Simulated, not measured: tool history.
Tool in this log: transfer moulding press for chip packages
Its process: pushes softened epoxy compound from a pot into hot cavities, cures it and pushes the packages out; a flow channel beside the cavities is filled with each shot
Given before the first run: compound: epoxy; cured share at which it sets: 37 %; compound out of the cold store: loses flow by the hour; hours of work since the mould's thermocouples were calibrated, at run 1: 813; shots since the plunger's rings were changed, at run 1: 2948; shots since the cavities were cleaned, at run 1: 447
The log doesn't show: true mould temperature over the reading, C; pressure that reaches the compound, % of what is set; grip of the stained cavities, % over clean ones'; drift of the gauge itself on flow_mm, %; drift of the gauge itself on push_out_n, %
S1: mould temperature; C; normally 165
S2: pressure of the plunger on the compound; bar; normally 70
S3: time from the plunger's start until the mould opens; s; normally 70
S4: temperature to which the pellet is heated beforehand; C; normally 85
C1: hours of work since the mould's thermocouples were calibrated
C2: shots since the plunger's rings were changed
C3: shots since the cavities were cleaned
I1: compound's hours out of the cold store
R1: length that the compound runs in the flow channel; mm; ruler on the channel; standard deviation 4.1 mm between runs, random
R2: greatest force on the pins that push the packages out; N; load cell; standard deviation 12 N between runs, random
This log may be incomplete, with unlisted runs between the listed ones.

run   hour   S1    S2   S3  S4   C1    C2   C3    I1   R1   R2
  1      0  165    70   70  85  813  2948  447  25.2  536  599
      28.4  -- cavities cleaned with cleaning compound and waxed
  2   39.5  165    70   70  85  830  3334  112  28.5  527  593
  3   63.3  165  66.7   70  85  841  3576  354  42.3  483  571
     102.1  -- cavities cleaned with cleaning compound and waxed
  4  102.1  165    70   70  85  858  3955    0    19  545  590
     145.8  -- mould's thermocouples calibrated
  5  155.4  165    70   70  85    4  4476  521  15.6  561  618
     176.8  -- cavities cleaned with cleaning compound and waxed
  6  190.3  165    70   80  85   19  4816  138  44.6  480  397
     212.5  -- plunger's sealing rings changed
  7  222.7  165    70   80  85   33   104  442  16.1  560  446
     255.6  -- cavities cleaned with cleaning compound and waxed
  8  256.7  165  73.3   70  85   47   434   11  44.9  499  536
  9  298.5  165  66.7   70  85   66   858  435  40.9  485  555
     329.2  -- cavities cleaned with cleaning compound and waxed
 10  329.2  165  66.7   70  85   79  1155    0  41.1  479  561
 11  359.3  165  66.7   70  85   92  1461  306  35.9  497  571
 12  390.5  165  66.7   70  85  106  1778  623  35.9  497  560
     404.5  -- cavities cleaned with cleaning compound and waxed
 13  416.5  167    70   70  85  117  2026  122  15.6  560  559
 14  453.7  167  78.9   70  85  134  2404  500  29.3  555  509
     476.7  -- cavities cleaned with cleaning compound and waxed
 15  502.8  165    70  109  85  155  2888  265  21.7  548  346
 16    526  162  54.1   70  85  166  3124  501    10  510  755
     549.7  -- cavities cleaned with cleaning compound and waxed
 17  573.6  162  54.1   70  85  186  3593  244  45.5  422  678
 18  598.9  162  54.1   70  85  198  3849  500  40.1  440  664
     621.7  -- cavities cleaned with cleaning compound and waxed
 19  621.7  165  77.4   70  87  207  4066    0    13  595  610
 20  664.7  170  77.4   54  88  226  4503  437  30.6  544  838
     695.9  -- cavities cleaned with cleaning compound and waxed
 21  705.9  170  77.4   54  88  244  4906  101  12.9  592  905
     719.9  -- plunger's sealing rings changed
 22  738.6  170  77.4   54  88  258   190  408  23.7  563  884
 23  765.7  170  77.4   54  83  270   466  684   9.1  609  964
     770.8  -- cavities cleaned with cleaning compound and waxed
 24  802.5  165    70   70  93  286   825  323  32.7  518  553
 25  829.3  165  70.3   70  93  297  1096  594  17.2  568  565
     846.2  -- cavities cleaned with cleaning compound and waxed
 26  866.9  165  62.6   84  93  314  1463  210  43.7  460  391

Alternative continuations, all from the tool just after run 26; predict every row:
     919.8  -- cavities cleaned with cleaning compound and waxed
  A  919.8  164  62.6   70  93  337  1985   0  11.7   ?   ?
     919.8  -- cavities cleaned with cleaning compound and waxed
  B  919.8  165    70   70  85  337  1985   0  43.3   ?   ?
     919.8  -- cavities cleaned with cleaning compound and waxed
  C  919.8  165  75.7  105  93  337  1985   0  21.8   ?   ?
     919.8  -- cavities cleaned with cleaning compound and waxed
  D  919.8  172  86.1   74  93  337  1985   0  25.6   ?   ?
     919.8  -- cavities cleaned with cleaning compound and waxed
  E  919.8  165  69.2   98  76  337  1985   0  28.2   ?   ?

run   R1   R2
  A  548  625
  B  490  568
  C  569  347
  D  598  371
  E  527  349
With the hidden condition removed and each run's random variation left untouched, the same runs would have given:
run   R1   R2
  A  548  625
  B  490  568
  C  569  347
  D  598  371
  E  528  349
